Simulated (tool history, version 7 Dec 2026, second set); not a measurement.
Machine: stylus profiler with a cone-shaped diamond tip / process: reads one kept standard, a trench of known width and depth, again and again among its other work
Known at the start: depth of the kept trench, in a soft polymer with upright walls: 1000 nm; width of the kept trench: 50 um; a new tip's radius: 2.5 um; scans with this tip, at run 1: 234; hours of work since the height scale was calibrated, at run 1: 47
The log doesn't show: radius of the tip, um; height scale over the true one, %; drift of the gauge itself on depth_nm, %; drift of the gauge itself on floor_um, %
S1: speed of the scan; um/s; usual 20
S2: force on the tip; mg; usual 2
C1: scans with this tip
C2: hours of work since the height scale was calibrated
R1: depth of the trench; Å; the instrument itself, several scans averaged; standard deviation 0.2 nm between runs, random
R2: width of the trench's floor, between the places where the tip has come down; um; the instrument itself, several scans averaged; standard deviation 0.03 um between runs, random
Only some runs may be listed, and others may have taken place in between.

| run | day | S1 | S2 | C1 | C2 | R1 | R2 |
|---|---|---|---|---|---|---|---|
| 1 | 0 | 20 | 2 | 234 | 47 | 10087 | 45.85 |
| 2 | 1.458 | 20 | 2 | 325 | 65 | 10086.6 | 45.83 |
| 3 | 2.612 | 20 | 2 | 396 | 79 | 10091.9 | 45.86 |
| 4 | 4.046 | 8 | 2 | 485 | 96 | 10087.6 | 45.81 |
| 5 | 5.529 | 20 | 1.29 | 576 | 115 | 10062.4 | 45.78 |
| 6 | 6.892 | 20 | 5.33 | 661 | 132 | 10167 | 45.8 |
|  | 7.025 | height scale calibrated on a step standard |
| 7 | 8.338 | 20 | 5.33 | 749 | 16 | 10161 | 45.79 |
|  | 9.662 | height scale calibrated on a step standard, once more |
| 8 | 9.804 | 20 | 5.33 | 838 | 2 | 10167.5 | 45.72 |
| 9 | 11.042 | 20 | 5.33 | 915 | 17 | 10165.4 | 45.75 |
| 10 | 11.683 | 20 | 5.33 | 955 | 25 | 10169 | 45.77 |
| 11 | 12.725 | 20 | 5.33 | 1019 | 38 | 10171 | 45.77 |
| 12 | 13.354 | 20 | 5.33 | 1058 | 46 | 10170.1 | 45.71 |
| 13 | 14.8 | 11 | 3.16 | 1148 | 63 | 10116.2 | 45.77 |
| 14 | 15.696 | 9 | 3.16 | 1203 | 74 | 10118.6 | 45.77 |
| 15 | 16.704 | 9 | 3.16 | 1265 | 87 | 10120.6 | 45.66 |
| 16 | 18.075 | 75 | 3.16 | 1350 | 104 | 10118.6 | 45.58 |
| 17 | 18.758 | 20 | 4.12 | 1393 | 112 | 10138.7 | 45.69 |
| 18 | 19.521 | 21 | 0.74 | 1440 | 122 | 10039.5 | 45.56 |

What if the next run were any one of these 5? Each begins from the tool's condition after run 18:
| A | 20.638 | 18 | 5.45 | 1509 | 135 | ? | ? |
| B | 20.638 | 20 | 0.8 | 1509 | 135 | ? | ? |
| C | 20.638 | 25 | 3.11 | 1509 | 135 | ? | ? |
| D | 20.638 | 9 | 1.14 | 1509 | 135 | ? | ? |
| E | 20.638 | 8 | 1 | 1509 | 135 | ? | ? |

| run | R1 | R2 |
|---|---|---|
| A | 10166.6 | 45.61 |
| B | 10043.4 | 45.61 |
| C | 10117.1 | 45.59 |
| D | 10053.9 | 45.63 |
| E | 10048.9 | 45.67 |
With the hidden condition removed and each run's random variation left untouched, the same runs would have given:
| run | R1 | R2 |
|---|---|---|
| A | 10170.3 | 45.94 |
| B | 10047 | 45.95 |
| C | 10120.8 | 45.93 |
| D | 10057.5 | 45.96 |
| E | 10052.6 | 46 |
